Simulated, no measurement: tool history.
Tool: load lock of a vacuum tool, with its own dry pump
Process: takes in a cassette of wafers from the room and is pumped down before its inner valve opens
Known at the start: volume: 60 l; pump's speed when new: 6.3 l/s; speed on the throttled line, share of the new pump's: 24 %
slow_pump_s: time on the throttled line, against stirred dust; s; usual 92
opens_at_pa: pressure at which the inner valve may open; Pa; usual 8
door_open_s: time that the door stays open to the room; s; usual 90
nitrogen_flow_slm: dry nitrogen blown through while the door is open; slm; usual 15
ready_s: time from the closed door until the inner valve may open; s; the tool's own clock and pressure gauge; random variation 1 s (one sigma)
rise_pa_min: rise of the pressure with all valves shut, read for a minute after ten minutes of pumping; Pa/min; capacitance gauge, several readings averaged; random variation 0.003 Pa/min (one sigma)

run,hour,slow_pump_s,opens_at_pa,door_open_s,nitrogen_flow_slm,"incoming humidity of the room's air, %",ready_s,rise_pa_min
1,0,92,8,90,15,48,174,0.033
2,102.1,92,8,90,15,45.1,173.3,0.031
3,182,92,8,90,15,42.2,173.7,0.032
4,276,117,8,90,15,47.1,191.5,0.036
5,404.1,117,8,90,15,43.5,192.7,0.028
6,510.4,117,8,90,15,45,193.1,0.035
7,586.8,52,8,90,15,42.7,147,0.036
8,667.1,52,8,90,15,49.5,145.7,0.04
9,747.7,52,8,90,15,44.4,143.5,0.039
10,839.6,52,8,90,15,44.8,145.2,0.035
11,956,92,8,90,15,47,175.3,0.04
12,1057.2,92,8,90,15,42.8,174.1,0.034
13,1146.5,81,8,239,15,47,167.4,0.055
14,1263.4,92,13,82,6,44.8,168.6,0.052
15,1365.5,92,8,82,6,44.5,175.2,0.05
16,1478,155,8,34,4,44.9,219.4,0.048
17,1535.8,61,8,104,15,44.8,151,0.044
18,1660.6,78,8,104,15,45.3,164.7,0.046
19,1776.2,92,8,41,15,44.8,177.5,0.045
20,1842.7,71,9,181,14,42,159,0.048
21,1911.2,162,11,137,18,44.2,221.5,0.048
22,2000.7,159,7,100,32,43.3,227.8,0.036
23,2103.2,159,7,100,32,44.8,224.3,0.042

3 ways to go on from here, each from the tool as it stands after run 23. What would each give?
A,2196,92,7,180,31,46.9,?,?
B,2196,159,7,100,5,44.3,?,?
C,2196,92,9,90,15,45.9,?,?

run,ready_s,rise_pa_min
A,178.8,0.042
B,224.8,0.06
C,175.7,0.049
Without the tool's hidden state the same runs would have given:
run,ready_s,rise_pa_min
A,162.8,0.018
B,212.7,0.035
C,160.2,0.024
